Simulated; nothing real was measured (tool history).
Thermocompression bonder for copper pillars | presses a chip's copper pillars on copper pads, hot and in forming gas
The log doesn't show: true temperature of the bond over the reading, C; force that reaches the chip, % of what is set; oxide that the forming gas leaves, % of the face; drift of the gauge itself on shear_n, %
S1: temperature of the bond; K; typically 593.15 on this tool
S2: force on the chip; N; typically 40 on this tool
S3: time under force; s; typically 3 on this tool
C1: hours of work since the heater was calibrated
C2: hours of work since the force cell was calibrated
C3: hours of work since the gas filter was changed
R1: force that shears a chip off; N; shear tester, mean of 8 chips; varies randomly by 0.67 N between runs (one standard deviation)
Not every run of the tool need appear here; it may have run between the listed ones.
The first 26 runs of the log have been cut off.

{"run": 27, "day": 72.962, "S1": 593.15, "S2": 40, "S3": 2, "C1": 769, "C2": 421, "C3": 280, "R1": 37.5}
{"run": 28, "day": 76.042, "S1": 593.15, "S2": 29, "S3": 2, "C1": 823, "C2": 475, "C3": 334, "R1": 31.9}
{"run": 29, "day": 79.012, "S1": 604.15, "S2": 29, "S3": 6, "C1": 875, "C2": 527, "C3": 386, "R1": 52.1}
{"day": 79.867, "done": "forming gas filter changed"}
{"run": 30, "day": 81.883, "S1": 574.15, "S2": 28, "S3": 2, "C1": 925, "C2": 577, "C3": 35, "R1": 23.5}
{"run": 31, "day": 85.629, "S1": 574.15, "S2": 28, "S3": 2, "C1": 991, "C2": 643, "C3": 101, "R1": 24.8}
{"run": 32, "day": 88.725, "S1": 593.15, "S2": 40, "S3": 2, "C1": 1046, "C2": 697, "C3": 155, "R1": 39.7}
{"run": 33, "day": 91.038, "S1": 619.15, "S2": 58, "S3": 9, "C1": 1086, "C2": 737, "C3": 196, "R1": 93.5}
{"day": 93.117, "done": "heater calibrated with a thermocouple chip"}
{"run": 34, "day": 94.758, "S1": 581.15, "S2": 40, "S3": 2, "C1": 29, "C2": 801, "C3": 260, "R1": 29.3}
{"run": 35, "day": 97.179, "S1": 593.15, "S2": 38, "S3": 2, "C1": 71, "C2": 844, "C3": 302, "R1": 32.9}
{"run": 36, "day": 98.996, "S1": 606.15, "S2": 34, "S3": 3, "C1": 103, "C2": 876, "C3": 334, "R1": 42.5}
{"run": 37, "day": 102.25, "S1": 606.15, "S2": 34, "S3": 3, "C1": 160, "C2": 933, "C3": 391, "R1": 42.1}

3 options for the next run, each taken on its own from the tool as it stands now. Forecast them:
{"day": 102.517, "done": "forming gas filter changed"}
{"run": "A", "day": 105.638, "S1": 572.15, "S2": 40, "S3": 4, "C1": 219, "C2": 992, "C3": 55, "R1": "?"}
{"day": 102.517, "done": "forming gas filter changed"}
{"run": "B", "day": 105.638, "S1": 593.15, "S2": 40, "S3": 2, "C1": 219, "C2": 992, "C3": 55, "R1": "?"}
{"day": 102.517, "done": "forming gas filter changed"}
{"run": "C", "day": 105.638, "S1": 593.15, "S2": 29, "S3": 3, "C1": 219, "C2": 992, "C3": 55, "R1": "?"}

run=A R1=36.3
run=B R1=37
run=C R1=36.9
Without the tool's unlogged condition, the same runs would have read:
run=A R1=36.8
run=B R1=37.5
run=C R1=37.4
